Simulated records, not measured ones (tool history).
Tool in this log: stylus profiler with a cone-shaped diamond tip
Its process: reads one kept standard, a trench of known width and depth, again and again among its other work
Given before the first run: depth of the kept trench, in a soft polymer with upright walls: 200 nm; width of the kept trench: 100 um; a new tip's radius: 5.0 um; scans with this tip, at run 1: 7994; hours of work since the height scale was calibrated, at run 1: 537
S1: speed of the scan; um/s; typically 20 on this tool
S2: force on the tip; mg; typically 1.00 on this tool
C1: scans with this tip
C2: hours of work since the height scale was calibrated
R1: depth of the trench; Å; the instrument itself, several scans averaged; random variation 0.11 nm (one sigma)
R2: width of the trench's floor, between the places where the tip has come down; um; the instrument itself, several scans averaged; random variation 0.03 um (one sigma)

run,day,S1,S2,C1,C2,R1,R2
1,0.000,20,1.00,7994,537,2007.6,97.04
2,0.938,20,1.00,8211,552,2005.4,97.05
3,2.046,20,1.00,8468,569,2007.4,97.02
4,2.767,20,1.00,8635,580,2006.6,97.02
5,4.346,20,1.00,9001,605,2006.6,97.01
6,5.808,20,1.00,9340,628,2006.1,97.01
7,6.712,20,1.00,9549,642,2006.9,96.97
8,7.400,20,1.00,9709,652,2006.2,97.00
9,8.950,20,1.00,10068,677,2007.7,97.02
10,9.671,20,1.00,10234,688,2006.4,97.01
11,10.871,20,1.00,10512,706,2006.5,97.01
12,12.192,5,1.87,10819,727,2011.8,97.13
13,13.404,7,1.25,11100,746,2010.2,97.13
14,14.704,9,1.23,11400,766,2008.0,97.13
15,16.312,9,1.23,11773,791,2005.7,97.12
16,17.642,9,1.23,12081,812,2004.7,97.12
17,18.821,9,1.23,12354,830,2007.0,97.12
18,20.329,34,1.39,12704,854,2006.7,96.89
19,21.067,43,2.30,12874,865,2009.3,96.91
20,21.954,10,1.34,13080,879,2008.7,97.07

Alternative continuations, all from the tool just after run 20; predict every row:
A,23.067,22,0.62,13338,896,?,?
B,23.067,7,1.54,13338,896,?,?
C,23.067,35,1.63,13338,896,?,?
D,23.067,54,2.50,13338,896,?,?

run,R1,R2
A,2005.2,96.89
B,2008.7,97.12
C,2011.4,96.94
D,2012.6,96.95
With no hidden state in the tool, these same runs would have given:
run,R1,R2
A,2005.1,96.91
B,2008.6,97.13
C,2011.3,96.95
D,2012.5,96.96

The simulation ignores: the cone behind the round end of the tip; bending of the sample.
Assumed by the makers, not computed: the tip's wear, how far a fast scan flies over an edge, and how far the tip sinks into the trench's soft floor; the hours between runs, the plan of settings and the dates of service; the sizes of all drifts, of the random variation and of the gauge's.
